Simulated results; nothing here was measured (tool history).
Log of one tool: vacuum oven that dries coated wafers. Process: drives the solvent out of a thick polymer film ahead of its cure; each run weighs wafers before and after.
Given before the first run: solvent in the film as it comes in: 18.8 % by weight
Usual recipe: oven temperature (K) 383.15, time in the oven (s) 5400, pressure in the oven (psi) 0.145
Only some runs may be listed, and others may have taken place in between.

run,hour,oven temperature (K),time in the oven (s),pressure in the oven (psi),solvent left in the film (%)
1,0,383.15,5400,0.145,3.74
2,5.1,383.15,5400,0.145,3.71
3,10.2,383.15,5400,0.145,3.7
4,20.4,383.15,5400,0.145,3.67
5,27.3,383.15,5400,0.145,3.78
6,33,383.15,5400,0.145,3.76
7,40.4,383.15,5400,0.145,3.74
8,50.3,383.15,5400,0.145,3.74
9,57.9,383.15,5400,0.145,3.76
10,68.6,383.15,5400,0.145,3.8
11,78.3,383.15,5400,0.145,3.72
12,88.3,383.15,5400,0.145,3.78
13,95.9,389.15,5400,0.145,2.27
14,106.2,389.15,5400,0.145,2.32
15,116.7,389.15,5400,0.145,2.34
16,123.2,389.15,5400,0.145,2.29
17,133.5,383.15,2880,0.145,7.18
18,140.3,383.15,2880,0.437,7.61
19,145.4,383.15,2880,0.437,7.57
20,154.4,383.15,2880,0.437,7.58
21,165.6,383.15,5400,0.145,3.8
22,171.2,375.15,5400,0.145,6.19
23,182,383.15,5400,0.145,3.85
24,190.5,383.15,5400,0.145,3.81
25,200,383.15,5400,0.145,3.76
26,208.2,392.15,5400,0.145,1.79
27,215.3,392.15,5400,0.145,1.79
28,223.4,383.15,5400,0.113,3.73
29,233.1,383.15,5220,0.489,4.63
# hour 235.2: vacuum gauge cleaned of residue and calibrated
30,240.7,383.15,5220,0.489,4.62
31,250.8,383.15,3120,0.315,6.99
# hour 262.3: oven's thermocouples calibrated
32,263.4,373.15,4440,0.107,7.31
33,268.6,380.15,4380,0.081,5.25
34,273.7,375.15,4380,0.08,6.75
# hour 282.1: vacuum gauge cleaned of residue and calibrated, once more
35,282.7,380.15,5400,0.36,4.56
36,293.9,395.15,2880,0.376,3.75
37,300.6,393.15,2700,0.5,4.78
38,312.5,373.15,3360,0.084,8.67
39,324.3,373.15,5460,0.502,6.96
40,334.1,373.15,9540,0.502,4.23
41,346.4,397.15,5400,0.131,0.84
42,357.4,372.15,4140,0.19,8.11
43,362.7,391.15,4140,0.379,3.06
44,369.1,391.15,4140,0.379,3.09
45,377.4,381.15,4140,0.379,5.81
46,388,381.15,4140,0.379,5.79
47,397.9,381.15,4140,0.379,5.81
48,406.4,382.15,4680,0.218,4.49

Below are 3 alternative next runs, each starting from the tool's condition after run 48. Predict each:
A,411.6,393.15,5340,0.248,?
B,411.6,395.15,3120,0.319,?
C,411.6,369.15,5400,0.08,?

run,solvent left in the film (%)
A,1.55
B,3.32
C,7.4
Take away the tool's hidden state, keep each run's random variation, and the runs would have read:
run,solvent left in the film (%)
A,1.54
B,3.32
C,7.39

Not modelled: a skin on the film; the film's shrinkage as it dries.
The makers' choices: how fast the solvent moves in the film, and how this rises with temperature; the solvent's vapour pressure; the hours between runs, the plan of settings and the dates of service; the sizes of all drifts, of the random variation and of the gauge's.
